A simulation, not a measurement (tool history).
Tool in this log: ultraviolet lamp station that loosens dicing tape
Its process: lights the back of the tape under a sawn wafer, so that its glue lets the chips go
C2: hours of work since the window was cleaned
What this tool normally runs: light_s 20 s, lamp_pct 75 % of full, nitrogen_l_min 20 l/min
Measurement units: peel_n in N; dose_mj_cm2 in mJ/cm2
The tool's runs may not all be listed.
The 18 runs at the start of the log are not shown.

{"day": 10.275, "done": "window cleaned of glue's vapour"}
{"run": 19, "day": 10.579, "light_s": 13, "lamp_pct": 79, "nitrogen_l_min": 20, "hours of work of the lamp": 222, "C2": 5, "peel_n": 0.972, "dose_mj_cm2": 283}
{"run": 20, "day": 11.1, "light_s": 36, "lamp_pct": 79, "nitrogen_l_min": 10, "hours of work of the lamp": 230, "C2": 13, "peel_n": 0.198, "dose_mj_cm2": 778}
{"run": 21, "day": 11.688, "light_s": 36, "lamp_pct": 79, "nitrogen_l_min": 10, "hours of work of the lamp": 239, "C2": 22, "peel_n": 0.189, "dose_mj_cm2": 777}
{"day": 11.812, "done": "window cleaned of glue's vapour, once more"}
{"run": 22, "day": 12.112, "light_s": 15, "lamp_pct": 97, "nitrogen_l_min": 13, "hours of work of the lamp": 246, "C2": 5, "peel_n": 0.481, "dose_mj_cm2": 449}
{"run": 23, "day": 12.6, "light_s": 15, "lamp_pct": 97, "nitrogen_l_min": 13, "hours of work of the lamp": 254, "C2": 12, "peel_n": 0.469, "dose_mj_cm2": 450}
{"run": 24, "day": 13.425, "light_s": 15, "lamp_pct": 97, "nitrogen_l_min": 13, "hours of work of the lamp": 267, "C2": 26, "peel_n": 0.484, "dose_mj_cm2": 446}
{"run": 25, "day": 14.029, "light_s": 13, "lamp_pct": 97, "nitrogen_l_min": 6, "hours of work of the lamp": 276, "C2": 35, "peel_n": 1.194, "dose_mj_cm2": 377}
{"run": 26, "day": 14.796, "light_s": 20, "lamp_pct": 71, "nitrogen_l_min": 20, "hours of work of the lamp": 288, "C2": 47, "peel_n": 0.382, "dose_mj_cm2": 422}
{"run": 27, "day": 15.275, "light_s": 20, "lamp_pct": 71, "nitrogen_l_min": 20, "hours of work of the lamp": 296, "C2": 55, "peel_n": 0.388, "dose_mj_cm2": 419}
{"run": 28, "day": 15.833, "light_s": 14, "lamp_pct": 75, "nitrogen_l_min": 9, "hours of work of the lamp": 305, "C2": 64, "peel_n": 1.374, "dose_mj_cm2": 310}
{"run": 29, "day": 16.625, "light_s": 14, "lamp_pct": 68, "nitrogen_l_min": 9, "hours of work of the lamp": 317, "C2": 76, "peel_n": 1.669, "dose_mj_cm2": 283}
{"run": 30, "day": 17.038, "light_s": 15, "lamp_pct": 90, "nitrogen_l_min": 7, "hours of work of the lamp": 324, "C2": 83, "peel_n": 1.016, "dose_mj_cm2": 399}
{"run": 31, "day": 17.879, "light_s": 29, "lamp_pct": 79, "nitrogen_l_min": 6, "hours of work of the lamp": 337, "C2": 96, "peel_n": 0.325, "dose_mj_cm2": 671}
{"run": 32, "day": 18.721, "light_s": 35, "lamp_pct": 63, "nitrogen_l_min": 7, "hours of work of the lamp": 350, "C2": 109, "peel_n": 0.329, "dose_mj_cm2": 643}
{"run": 33, "day": 19.229, "light_s": 33, "lamp_pct": 60, "nitrogen_l_min": 10, "hours of work of the lamp": 358, "C2": 117, "peel_n": 0.315, "dose_mj_cm2": 579}
{"run": 34, "day": 19.762, "light_s": 20, "lamp_pct": 93, "nitrogen_l_min": 7, "hours of work of the lamp": 367, "C2": 126, "peel_n": 0.511, "dose_mj_cm2": 541}
{"run": 35, "day": 20.275, "light_s": 20, "lamp_pct": 93, "nitrogen_l_min": 7, "hours of work of the lamp": 375, "C2": 134, "peel_n": 0.484, "dose_mj_cm2": 530}
{"run": 36, "day": 20.688, "light_s": 20, "lamp_pct": 65, "nitrogen_l_min": 20, "hours of work of the lamp": 382, "C2": 140, "peel_n": 0.531, "dose_mj_cm2": 374}

Consider 5 possible next runs. They are alternatives, not a sequence: every one starts from the tool as it was left by run 36. What does each give?
{"run": "A", "day": 21.308, "light_s": 12, "lamp_pct": 75, "nitrogen_l_min": 10, "hours of work of the lamp": 391, "C2": 150, "peel_n": "?", "dose_mj_cm2": "?"}
{"run": "B", "day": 21.308, "light_s": 20, "lamp_pct": 75, "nitrogen_l_min": 8, "hours of work of the lamp": 391, "C2": 150, "peel_n": "?", "dose_mj_cm2": "?"}
{"run": "C", "day": 21.308, "light_s": 34, "lamp_pct": 73, "nitrogen_l_min": 14, "hours of work of the lamp": 391, "C2": 150, "peel_n": "?", "dose_mj_cm2": "?"}
{"run": "D", "day": 21.308, "light_s": 27, "lamp_pct": 79, "nitrogen_l_min": 20, "hours of work of the lamp": 391, "C2": 150, "peel_n": "?", "dose_mj_cm2": "?"}
{"run": "E", "day": 21.308, "light_s": 20, "lamp_pct": 66, "nitrogen_l_min": 20, "hours of work of the lamp": 391, "C2": 150, "peel_n": "?", "dose_mj_cm2": "?"}

run=A peel_n=1.858 dose_mj_cm2=255
run=B peel_n=0.780 dose_mj_cm2=428
run=C peel_n=0.196 dose_mj_cm2=704
run=D peel_n=0.197 dose_mj_cm2=608
run=E peel_n=0.523 dose_mj_cm2=377
With the hidden condition removed and each run's random variation left untouched, the same runs would have given:
run=A peel_n=1.422 dose_mj_cm2=294
run=B peel_n=0.556 dose_mj_cm2=494
run=C peel_n=0.177 dose_mj_cm2=814
run=D peel_n=0.173 dose_mj_cm2=702
run=E peel_n=0.372 dose_mj_cm2=436
